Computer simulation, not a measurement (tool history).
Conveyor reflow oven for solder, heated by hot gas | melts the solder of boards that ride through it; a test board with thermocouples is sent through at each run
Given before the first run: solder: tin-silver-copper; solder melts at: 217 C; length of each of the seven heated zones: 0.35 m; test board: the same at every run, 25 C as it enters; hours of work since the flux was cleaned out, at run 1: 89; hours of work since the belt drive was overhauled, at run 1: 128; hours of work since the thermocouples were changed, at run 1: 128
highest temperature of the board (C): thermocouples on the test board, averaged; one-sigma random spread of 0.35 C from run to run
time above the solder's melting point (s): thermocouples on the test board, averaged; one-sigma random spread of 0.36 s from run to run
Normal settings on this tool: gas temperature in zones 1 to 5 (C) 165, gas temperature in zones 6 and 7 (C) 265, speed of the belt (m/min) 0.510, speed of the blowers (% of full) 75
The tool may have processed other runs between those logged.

run   hour  gas temperature in zones 1 to 5 (C)  gas temperature in zones 6 and 7 (C)  speed of the belt (m/min)  speed of the blowers (% of full)  hours of work since the flux was cleaned out  hours of work since the belt drive was overhauled  hours of work since the thermocouples were changed  highest temperature of the board (C)  time above the solder's melting point (s)
  1    0.0                                  165                                   265                      0.510                                75                                            89                                                128                                                 128                                 249.8                                       57.2
  2   26.4                                  165                                   265                      0.510                                75                                           107                                                146                                                 146                                 248.8                                       57.1
  3   75.9                                  165                                   265                      0.510                                75                                           141                                                180                                                 180                                 249.1                                       56.6
  4  120.7                                  165                                   265                      0.510                                75                                           172                                                211                                                 211                                 248.5                                       55.9
  5  170.6                                  165                                   265                      0.510                                90                                           206                                                246                                                 246                                 251.2                                       59.7
  6  222.4                                  174                                   265                      0.510                                75                                           242                                                281                                                 281                                 250.2                                       60.2
  7  252.6                                  174                                   265                      0.510                                75                                           263                                                302                                                 302                                 249.4                                       60.1
  8  294.4                                  165                                   265                      0.510                                75                                           292                                                331                                                 331                                 248.1                                       55.2
  9  339.2                                  165                                   265                      0.510                                75                                           322                                                362                                                 362                                 247.7                                       54.6
 10  381.1                                  165                                   265                      0.510                                75                                           351                                                391                                                 391                                 247.0                                       55.2
 11  430.5                                  165                                   265                      0.510                                75                                           385                                                425                                                 425                                 247.0                                       54.9
     473.6  -- flux residue cleaned out of gas plates and filters
 12  476.1                                  165                                   265                      0.510                                77                                             2                                                453                                                 453                                 248.9                                       57.7
 13  513.0                                  165                                   265                      0.510                                75                                            27                                                478                                                 478                                 249.0                                       56.9
 14  536.6                                  165                                   265                      0.510                                75                                            43                                                494                                                 494                                 247.8                                       57.4
 15  576.1                                  165                                   265                      0.510                                75                                            71                                                522                                                 522                                 248.3                                       56.4
 16  624.1                                  164                                   266                      0.510                                75                                           104                                                555                                                 555                                 248.6                                       56.8
 17  664.5                                  164                                   266                      0.510                                75                                           132                                                583                                                 583                                 248.8                                       56.5
     672.0  -- belt drive overhauled, speed set with a stopwatch
     693.7  -- thermocouples of zones 6 and 7 changed
 18  721.3                                  177                                   280                      0.558                                86                                           167                                                 33                                                  19                                 264.4                                       66.3
 19  746.0                                  165                                   257                      0.604                                75                                           184                                                 50                                                  36                                 236.2                                       35.5
 20  782.4                                  165                                   257                      0.604                                75                                           209                                                 75                                                  61                                 236.9                                       35.2
 21  805.7                                  165                                   257                      0.604                                75                                           225                                                 91                                                  77                                 236.6                                       35.2
 22  837.0                                  165                                   257                      0.604                                75                                           246                                                112                                                  99                                 235.8                                       35.0
 23  882.3                                  175                                   265                      0.477                                63                                           278                                                144                                                 130                                 249.4                                       66.2

Estimate the outcome of run 24 from the log above:
 24  915.4                                  175                                   265                      0.477                                63                                           300                                                166                                                 153                                     ?                                          ?

{"run 24": {"highest temperature of the board (C)": 249.7, "time above the solder's melting point (s)": 65.2}}
If the tool had no hidden condition, the same run with the same run-to-run variation would have returned highest temperature of the board (C) 250.9, time above the solder's melting point (s) 64.6.
